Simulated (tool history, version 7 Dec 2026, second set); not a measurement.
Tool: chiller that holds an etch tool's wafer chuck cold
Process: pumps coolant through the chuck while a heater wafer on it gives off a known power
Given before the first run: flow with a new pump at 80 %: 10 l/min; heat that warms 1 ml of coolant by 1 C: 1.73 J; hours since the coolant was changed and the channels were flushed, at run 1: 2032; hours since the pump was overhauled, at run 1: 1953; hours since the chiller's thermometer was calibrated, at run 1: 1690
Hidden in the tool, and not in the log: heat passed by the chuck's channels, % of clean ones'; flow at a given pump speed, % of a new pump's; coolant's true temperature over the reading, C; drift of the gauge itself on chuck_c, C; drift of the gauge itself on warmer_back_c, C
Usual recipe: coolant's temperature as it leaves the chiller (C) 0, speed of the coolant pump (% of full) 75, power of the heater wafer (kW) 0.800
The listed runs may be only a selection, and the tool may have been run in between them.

run,hour,coolant's temperature as it leaves the chiller (C),speed of the coolant pump (% of full),power of the heater wafer (kW),hours since the coolant was changed and the channels were flushed,hours since the pump was overhauled,hours since the chiller's thermometer was calibrated,chuck's temperature once it has settled (C),how much warmer the coolant comes back (C)
1,0.0,0,75,0.800,2032,1953,1690,9.02,3.063
2,48.5,0,75,0.800,2080,2001,1738,9.07,3.051
3,97.6,0,75,0.800,2129,2050,1787,9.16,3.076
4,147.5,0,75,0.800,2179,2100,1837,9.39,3.061
5,176.9,0,75,0.800,2209,2130,1866,9.41,3.065
6,204.5,0,75,0.800,2236,2157,1894,9.32,3.070
7,254.8,0,75,0.800,2287,2207,1944,9.20,3.079
8,303.4,-6,83,0.405,2335,2256,1993,-1.20,1.417
# hour 333.7: chiller's thermometer calibrated
9,334.0,5,84,0.454,2365,2286,0,9.44,1.557
10,361.7,5,92,0.472,2393,2313,28,9.47,1.475

Predict the results of run 11:
11,402.6,1,67,1.171,2433,2354,69,?,?

{"run 11": {"chuck's temperature once it has settled (C)": 14.64, "how much warmer the coolant comes back (C)": 5.021}}
On a tool with no hidden condition, and with the same random variation, this run would have come out at chuck's temperature once it has settled (C) 13.15, how much warmer the coolant comes back (C) 4.833.

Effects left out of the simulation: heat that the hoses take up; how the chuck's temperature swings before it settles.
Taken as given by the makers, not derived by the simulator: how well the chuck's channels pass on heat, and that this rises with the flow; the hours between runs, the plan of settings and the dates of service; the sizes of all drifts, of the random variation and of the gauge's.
